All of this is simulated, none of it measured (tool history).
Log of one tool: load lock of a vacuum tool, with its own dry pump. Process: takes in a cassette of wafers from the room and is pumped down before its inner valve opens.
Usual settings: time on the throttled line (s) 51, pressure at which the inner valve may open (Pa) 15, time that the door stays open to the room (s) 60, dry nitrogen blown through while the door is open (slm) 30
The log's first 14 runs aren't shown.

run,hour,time on the throttled line (s),pressure at which the inner valve may open (Pa),time that the door stays open to the room (s),dry nitrogen blown through while the door is open (slm),hours that the pump has run since its overhaul,times that the door has closed on its seal,"incoming humidity of the room's air, %",time from the closed door until the inner valve may open (s),rise of the pressure with all valves shut (Pa/min)
15,5910.7,51,15,60,30,12473,22807,44.8,99.1,0.148
16,6407.1,51,12,60,30,12970,24845,46.2,100.2,0.166
17,6938.2,51,12,60,30,13501,27025,45.7,100.0,0.183
18,7413.2,51,12,60,30,13976,28974,42.8,100.9,0.194
19,7909.9,51,12,60,30,14473,31013,47.0,102.1,0.219
20,8367.3,88,26,127,24,14930,32891,42.6,122.4,0.264
21,8722.0,51,12,60,31,15285,34347,45.2,101.3,0.247
22,9207.7,51,12,179,6,15770,36340,46.9,101.1,0.364
23,9839.3,51,22,112,40,16402,38933,41.5,97.0,0.312
24,10380.2,36,15,34,30,16943,41153,46.3,89.0,0.315
25,10922.6,30,16,60,30,17485,43380,47.7,85.3,0.366
# hour 11425.1: door's seal changed, seat wiped
26,11425.1,30,13,60,30,17986,0,45.3,87.1,0.039
27,11870.1,51,20,85,6,18431,1827,42.9,98.6,0.083
# hour 12217.8: dry pump taken out, an overhauled one fitted
28,12493.7,51,12,200,7,276,4362,47.0,95.8,0.153
29,12979.5,51,12,49,7,762,6356,43.3,96.9,0.070
30,13560.4,51,22,49,33,1343,8740,44.8,93.0,0.064
31,14229.8,51,15,74,30,2012,11488,49.0,94.8,0.088
32,14534.8,51,18,60,30,2317,12740,46.2,95.5,0.095
33,15079.2,51,18,60,30,2861,14975,43.4,94.9,0.099
34,15715.6,39,26,94,31,3498,17587,42.6,83.2,0.132
35,16115.2,44,13,90,27,3897,19227,45.2,92.2,0.143
36,16505.6,44,13,90,27,4288,20829,48.8,91.9,0.156
37,16976.7,51,15,60,5,4759,22763,45.5,97.3,0.180

4 ways to go on from here, each from the tool as it stands after run 37. What would each give?
A,17483.5,55,15,64,8,5266,24843,44.7,?,?
B,17483.5,51,24,60,5,5266,24843,44.4,?,?
C,17483.5,31,15,99,17,5266,24843,41.9,?,?
D,17483.5,89,10,60,8,5266,24843,43.4,?,?

run,time from the closed door until the inner valve may open (s),rise of the pressure with all valves shut (Pa/min)
A,100.1,0.183
B,93.0,0.191
C,81.4,0.203
D,128.5,0.189
Without the tool's hidden state the same runs would have given:
run,time from the closed door until the inner valve may open (s),rise of the pressure with all valves shut (Pa/min)
A,98.5,0.054
B,91.6,0.061
C,79.7,0.070
D,127.1,0.060
